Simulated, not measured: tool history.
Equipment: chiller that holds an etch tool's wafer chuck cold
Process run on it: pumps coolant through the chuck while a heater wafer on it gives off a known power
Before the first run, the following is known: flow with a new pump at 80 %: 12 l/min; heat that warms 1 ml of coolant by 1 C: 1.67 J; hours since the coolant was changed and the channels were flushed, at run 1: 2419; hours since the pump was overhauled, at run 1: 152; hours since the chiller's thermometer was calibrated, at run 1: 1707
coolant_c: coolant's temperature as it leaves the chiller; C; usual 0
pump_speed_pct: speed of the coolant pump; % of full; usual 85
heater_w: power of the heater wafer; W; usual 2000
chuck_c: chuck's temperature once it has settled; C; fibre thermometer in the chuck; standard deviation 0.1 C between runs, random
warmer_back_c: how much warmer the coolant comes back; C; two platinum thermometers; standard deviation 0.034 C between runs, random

run,hour,coolant_c,pump_speed_pct,heater_w,hours since the coolant was changed and the channels were flushed,hours since the pump was overhauled,hours since the chiller's thermometer was calibrated,chuck_c,warmer_back_c
1,0.0,0,85,2000,2419,152,1707,18.4,5.56
2,31.8,0,61,2000,2451,184,1738,24.6,7.99
3,77.8,2,85,2000,2497,230,1784,20.4,5.59
4,124.6,0,85,2000,2544,277,1831,18.3,5.59
5,163.7,0,85,2000,2583,316,1870,18.7,5.52
6,203.6,0,85,2759,2623,356,1910,25.5,7.73
7,247.3,0,85,2759,2666,400,1954,25.6,7.72
8,275.5,0,85,2759,2695,428,1982,25.6,7.74
9,325.5,0,65,2000,2745,478,2032,23.4,7.46
10,366.5,2,85,2000,2786,519,2073,20.5,5.65
11,407.8,1,85,2000,2827,560,2114,19.7,5.64
12,446.0,1,85,2000,2865,598,2153,19.6,5.61
13,480.0,1,62,2000,2899,632,2187,25.5,7.88
14,536.0,0,85,2000,2955,688,2243,18.4,5.68
15,589.1,-10,85,2000,3008,741,2296,8.7,5.59
16,627.4,-6,85,2000,3046,780,2334,12.5,5.60
17,672.8,-8,85,1655,3092,825,2379,7.4,4.63
18,709.2,-8,85,1655,3128,861,2416,7.2,4.62
19,747.4,-8,85,1655,3167,900,2454,7.3,4.62
20,773.7,9,64,1071,3193,926,2480,21.6,4.13
21,827.3,-2,64,2485,3246,980,2534,27.8,9.50
22,869.4,-2,64,2485,3289,1022,2576,28.0,9.47
23,900.8,6,64,2485,3320,1053,2607,35.8,9.49
24,941.5,8,67,2000,3361,1094,2648,31.0,7.32
25,995.8,0,77,2000,3415,1148,2702,20.3,6.31
26,1036.4,0,77,2000,3455,1189,2743,20.3,6.31
27,1074.4,9,77,2000,3493,1227,2781,29.6,6.29
28,1126.5,-8,62,1566,3546,1279,2833,11.1,6.22
29,1171.0,-8,62,1566,3590,1323,2878,11.4,6.24
30,1210.6,8,70,2000,3630,1363,2917,30.4,7.00
31,1240.8,10,93,1172,3660,1393,2947,20.1,3.05

Table of differences, measured result less the result of that run with no hidden state. Run-to-run variation is the same in both. Gauge scatter possibly is not:
Hidden conditions of the tool in this case: heat passed by the chuck's channels, % of clean ones'; flow at a given pump speed, % of a new pump's; coolant's true temperature over the reading, C; drift of the gauge itself on chuck_c, C; drift of the gauge itself on warmer_back_c, C.
run,chuck_c
1,+0.6
2,+0.8
3,+0.6
4,+0.6
5,+0.6
6,+0.9
7,+0.9
8,+1.0
9,+0.8
10,+0.7
11,+0.7
12,+0.7
13,+1.0
14,+0.8
15,+0.8
16,+0.8
17,+0.7
18,+0.6
19,+0.6
20,+0.5
21,+1.4
22,+1.5
23,+1.4
24,+1.1
25,+1.0
26,+1.0
27,+1.1
28,+0.9
29,+1.0
30,+1.2
31,+0.5
warmer_back_c without the hidden state stays within 0.03 C of what was measured, in all runs.

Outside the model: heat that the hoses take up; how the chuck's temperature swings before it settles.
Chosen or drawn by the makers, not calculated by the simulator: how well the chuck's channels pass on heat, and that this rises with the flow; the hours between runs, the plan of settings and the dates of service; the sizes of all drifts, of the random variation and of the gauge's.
